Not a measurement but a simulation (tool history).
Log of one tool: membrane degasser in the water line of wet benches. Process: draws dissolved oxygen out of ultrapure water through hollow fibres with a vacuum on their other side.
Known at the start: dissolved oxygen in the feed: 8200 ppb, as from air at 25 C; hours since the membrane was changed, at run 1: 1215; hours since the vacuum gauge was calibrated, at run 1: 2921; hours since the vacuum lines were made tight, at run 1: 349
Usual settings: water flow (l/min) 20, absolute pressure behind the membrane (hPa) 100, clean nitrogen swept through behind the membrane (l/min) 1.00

run    hour  water flow (l/min)  absolute pressure behind the membrane (hPa)  clean nitrogen swept through behind the membrane (l/min)  hours since the membrane was changed  hours since the vacuum gauge was calibrated  hours since the vacuum lines were made tight  dissolved oxygen in the water behind the degasser (ppb)  pressure that the water loses in the fibres (hPa)
  1     0.0                  20                                          100                                                      1.00                                  1215                                         2921                                           349                                                    577.7                                              360.9
  2   150.9                  20                                          100                                                      1.00                                  1366                                         3072                                           500                                                    583.6                                              363.8
  3   259.4                  20                                          100                                                      1.00                                  1474                                         3180                                           608                                                    579.1                                              362.3
  4   392.8                  20                                          100                                                      1.00                                  1608                                         3314                                           742                                                    585.7                                              365.8
  5   529.4                  20                                          100                                                      1.00                                  1744                                         3450                                           878                                                    578.1                                              364.2
  6   617.2                  20                                          100                                                      1.00                                  1832                                         3538                                           966                                                    583.6                                              365.3
  7   707.1                  20                                          100                                                      1.00                                  1922                                         3628                                          1056                                                    585.6                                              363.3
  8   789.2                  20                                          210                                                      1.00                                  2004                                         3710                                          1138                                                    991.9                                              363.8
  9   857.2                  20                                          210                                                      1.00                                  2072                                         3778                                          1206                                                   1016.2                                              366.0
 10   976.8                  20                                          143                                                      2.14                                  2191                                         3898                                          1326                                                    535.5                                              364.4
 11  1098.8                  20                                          143                                                      2.14                                  2313                                         4020                                          1448                                                    528.0                                              369.1
 12  1227.3                  20                                          143                                                      2.14                                  2442                                         4148                                          1576                                                    529.6                                              370.2
 13  1358.0                  20                                          143                                                      0.53                                  2573                                         4279                                          1707                                                   1060.5                                              370.5
 14  1512.5                  20                                          143                                                      0.53                                  2727                                         4433                                          1861                                                   1058.2                                              371.0
 15  1623.8                  17                                           72                                                      2.54                                  2839                                         4545                                          1973                                                    269.0                                              319.9
 16  1709.5                  17                                           72                                                      2.54                                  2924                                         4630                                          2058                                                    273.9                                              316.6

Forecast each of these 5 alternatives for the next run:
  A  1820.3                  17                                          112                                                      2.54                                  3035                                         4741                                          2169                                                        ?                                                  ?
  B  1820.3                  27                                          131                                                      1.74                                  3035                                         4741                                          2169                                                        ?                                                  ?
  C  1820.3                  18                                          100                                                      2.24                                  3035                                         4741                                          2169                                                        ?                                                  ?
  D  1820.3                  23                                          223                                                      0.59                                  3035                                         4741                                          2169                                                        ?                                                  ?
  E  1820.3                  23                                          207                                                      2.54                                  3035                                         4741                                          2169                                                        ?                                                  ?

run  dissolved oxygen in the water behind the degasser (ppb)  pressure that the water loses in the fibres (hPa)
  A                                                    327.2                                              317.2
  B                                                    911.5                                              501.2
  C                                                    368.8                                              333.5
  D                                                   1636.1                                              430.3
  E                                                    771.8                                              426.6
Without the tool's hidden state the same runs would have given:
run  dissolved oxygen in the water behind the degasser (ppb)  pressure that the water loses in the fibres (hPa)
  A                                                    291.4                                              304.4
  B                                                    838.3                                              481.0
  C                                                    327.5                                              320.0
  D                                                   1571.5                                              413.1
  E                                                    715.0                                              409.5

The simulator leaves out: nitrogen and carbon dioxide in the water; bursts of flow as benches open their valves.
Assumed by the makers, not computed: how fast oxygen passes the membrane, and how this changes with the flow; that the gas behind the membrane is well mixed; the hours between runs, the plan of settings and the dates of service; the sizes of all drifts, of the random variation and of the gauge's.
